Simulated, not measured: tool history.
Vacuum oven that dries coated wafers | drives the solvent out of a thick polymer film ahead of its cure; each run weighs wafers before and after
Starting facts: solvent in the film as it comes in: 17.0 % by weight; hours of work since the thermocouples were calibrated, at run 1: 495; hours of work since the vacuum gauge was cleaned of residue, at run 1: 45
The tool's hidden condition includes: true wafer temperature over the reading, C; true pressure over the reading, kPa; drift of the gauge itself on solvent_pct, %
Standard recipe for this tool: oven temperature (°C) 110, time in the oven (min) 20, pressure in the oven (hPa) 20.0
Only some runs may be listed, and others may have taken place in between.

run     day  oven temperature (°C)  time in the oven (min)  pressure in the oven (hPa)  hours of work since the thermocouples were calibrated  hours of work since the vacuum gauge was cleaned of residue  solvent left in the film (%)
  1   0.000                    110                      20                        20.0                                                    495                                                           45                          2.76
  2   0.792                    110                      20                        61.6                                                    503                                                           52                          4.44
  3   1.562                    110                      20                        61.6                                                    510                                                           60                          4.40
  4   2.012                    110                      20                        61.6                                                    514                                                           64                          4.39
  5   2.650                    110                      20                        61.6                                                    521                                                           70                          4.38
  6   3.112                    110                      20                        61.6                                                    525                                                           75                          4.31
  7   3.883                    110                      20                        20.0                                                    532                                                           82                          2.68
  8   4.408                    113                      20                        20.0                                                    538                                                           87                          2.10
  9   4.808                    116                      20                        20.0                                                    541                                                           91                          1.63
 10   5.267                    110                      20                        20.0                                                    546                                                           96                          2.68
 11   6.054                    110                      20                        20.0                                                    554                                                          103                          2.71
 12   6.629                    110                      20                        20.0                                                    559                                                          109                          2.67
 13   7.317                    110                      20                        20.0                                                    566                                                          115                          2.79
 14   7.988                     97                      20                        20.0                                                    572                                                          122                          6.13
 15   8.500                     97                      20                        20.0                                                    577                                                          127                          6.17
 16   9.279                     97                      20                        20.0                                                    585                                                          134                          6.18
 17   9.933                    110                      20                        20.0                                                    591                                                          141                          2.63
 18  10.696                    114                      20                        20.0                                                    599                                                          148                          1.97
 19  11.338                    110                      12                        20.0                                                    605                                                          154                          4.84
 20  11.817                    115                      21                        16.3                                                    609                                                          159                          1.48
 21  12.562                    115                      21                        16.3                                                    617                                                          166                          1.50
 22  13.254                     98                      25                        20.0                                                    623                                                          173                          4.77
 23  13.662                    102                      26                        67.0                                                    627                                                          177                          5.95
 24  14.050                    107                      26                        35.0                                                    631                                                          181                          3.14
 25  14.825                    124                      14                        32.3                                                    638                                                          188                          1.70
 26  15.188                    110                      32                        20.0                                                    642                                                          192                          1.51
 27  15.567                    110                      32                        20.0                                                    646                                                          195                          1.47
 28  15.938                    121                      25                        18.3                                                    649                                                          199                          0.73
 29  16.446                    121                      18                        15.2                                                    654                                                          204                          1.04
 30  16.854                    110                      14                        20.0                                                    658                                                          208                          4.17
 31  17.633                    110                      14                        20.0                                                    666                                                          215                          4.14
 32  18.171                    110                      18                        12.5                                                    671                                                          221                          2.78
 33  18.975                    115                      11                        60.5                                                    679                                                          228                          5.22
 34  19.554                    108                      20                        20.0                                                    684                                                          234                          3.07
 35  20.142                    124                      14                        42.7                                                    690                                                          240                          1.98
 36  20.579                    124                      14                        42.7                                                    694                                                          244                          1.93
 37  21.154                    113                      25                        53.9                                                    700                                                          250                          2.76

Measured result minus the same run's result without the hidden state. Both carry the same run-to-run variation, though not necessarily the same gauge scatter:
run  solvent left in the film (%)
  1                         -0.13
  2                         -0.16
  3                         -0.15
  4                         -0.16
  5                         -0.16
  6                         -0.16
  7                         -0.14
  8                         -0.11
  9                         -0.10
 10                         -0.14
 11                         -0.14
 12                         -0.14
 13                         -0.15
 14                         -0.20
 15                         -0.21
 16                         -0.21
 17                         -0.15
 18                         -0.12
 19                         -0.20
 20                         -0.10
 21                         -0.10
 22                         -0.21
 23                         -0.23
 24                         -0.16
 25                         -0.10
 26                         -0.08
 27                         -0.08
 28                         -0.03
 29                         -0.08
 30                         -0.21
 31                         -0.21
 32                         -0.19
 33                         -0.23
 34                         -0.19
 35                         -0.11
 36                         -0.11
 37                         -0.14

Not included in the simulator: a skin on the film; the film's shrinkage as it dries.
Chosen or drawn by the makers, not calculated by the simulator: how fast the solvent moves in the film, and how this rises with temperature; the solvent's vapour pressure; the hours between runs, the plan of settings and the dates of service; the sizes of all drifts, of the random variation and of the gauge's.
